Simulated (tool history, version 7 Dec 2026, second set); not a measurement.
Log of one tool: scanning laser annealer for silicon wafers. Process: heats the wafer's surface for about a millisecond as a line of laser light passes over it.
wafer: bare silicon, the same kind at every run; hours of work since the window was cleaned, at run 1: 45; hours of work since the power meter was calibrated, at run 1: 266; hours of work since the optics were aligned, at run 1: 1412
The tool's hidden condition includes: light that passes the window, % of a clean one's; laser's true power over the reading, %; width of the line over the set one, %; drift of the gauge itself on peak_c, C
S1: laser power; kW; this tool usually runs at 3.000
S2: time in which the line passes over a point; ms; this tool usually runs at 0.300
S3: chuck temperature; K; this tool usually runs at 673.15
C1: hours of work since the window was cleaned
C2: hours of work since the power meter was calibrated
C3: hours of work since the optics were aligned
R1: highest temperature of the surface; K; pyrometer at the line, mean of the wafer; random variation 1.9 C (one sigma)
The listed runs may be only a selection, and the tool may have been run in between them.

run   hour     S1     S2      S3   C1   C2    C3       R1
  1    0.0  3.000  0.300  673.15   45  266  1412  1517.15
  2   19.9  3.000  0.300  690.15   55  276  1422  1534.15
  3   37.3  2.989  0.300  690.15   64  285  1431  1528.15
      58.5  -- optics aligned, line set to its width
  4   71.8  2.989  0.300  690.15   79  300     7  1529.15
  5   95.2  3.000  0.300  673.15   91  312    19  1517.15
  6  114.4  3.000  0.300  673.15  101  322    29  1518.15
  7  127.7  3.000  0.300  673.15  108  329    35  1520.15
  8  146.9  3.000  0.302  673.15  117  339    45  1524.15
  9  176.0  3.000  0.302  673.15  132  353    60  1520.15
 10  190.9  3.000  0.295  673.15  140  361    68  1511.15
 11  219.0  3.000  0.295  673.15  154  376    82  1511.15
 12  244.7  3.000  0.300  673.15  168  389    95  1519.15
 13  274.6  3.000  0.300  673.15  183  404   111  1517.15
 14  294.5  3.000  0.300  673.15  193  414   121  1520.15
 15  315.3  3.000  0.300  673.15  204  425   131  1518.15
 16  329.5  3.000  0.300  673.15  211  432   139  1520.15
 17  342.7  3.000  0.300  656.15  218  439   145  1499.15
 18  356.9  3.201  0.293  637.15  225  446   153  1535.15
 19  369.6  3.163  0.222  634.15  231  453   159  1397.15
 20  385.8  3.000  0.351  673.15  240  461   167  1589.15
 21  414.0  3.000  0.351  673.15  254  475   182  1592.15
 22  439.3  3.000  0.351  673.15  267  488   195  1589.15
 23  468.7  3.286  0.366  656.15  282  503   210  1705.15
 24  490.5  3.286  0.366  656.15  293  514   221  1706.15
 25  515.1  2.882  0.285  644.15  306  527   233  1427.15
 26  535.4  2.882  0.285  644.15  316  537   244  1430.15
 27  551.0  3.000  0.300  659.15  324  545   252  1502.15
 28  580.8  3.056  0.314  645.15  339  561   267  1532.15
 29  609.1  3.056  0.314  645.15  354  575   282  1527.15
 30  623.9  2.577  0.242  704.15  361  583   289  1335.15
 31  654.8  2.577  0.242  704.15  377  598   305  1336.15
 32  679.5  2.577  0.242  704.15  390  611   318  1334.15
 33  705.8  3.040  0.253  704.15  403  624   331  1487.15

Below are 4 alternative next runs, each starting from the tool's condition after run 33. Predict each:
  A  721.8  3.000  0.300  712.15  411  633  339   ?
  B  721.8  2.768  0.253  677.15  411  633  339   ?
  C  721.8  3.125  0.273  673.15  411  633  339   ?
  D  721.8  2.583  0.359  702.15  411  633  339   ?

run       R1
  A  1557.15
  B  1379.15
  C  1515.15
  D  1481.15
Without the tool's hidden state the same runs would have given:
run       R1
  A  1558.15
  B  1379.15
  C  1515.15
  D  1482.15

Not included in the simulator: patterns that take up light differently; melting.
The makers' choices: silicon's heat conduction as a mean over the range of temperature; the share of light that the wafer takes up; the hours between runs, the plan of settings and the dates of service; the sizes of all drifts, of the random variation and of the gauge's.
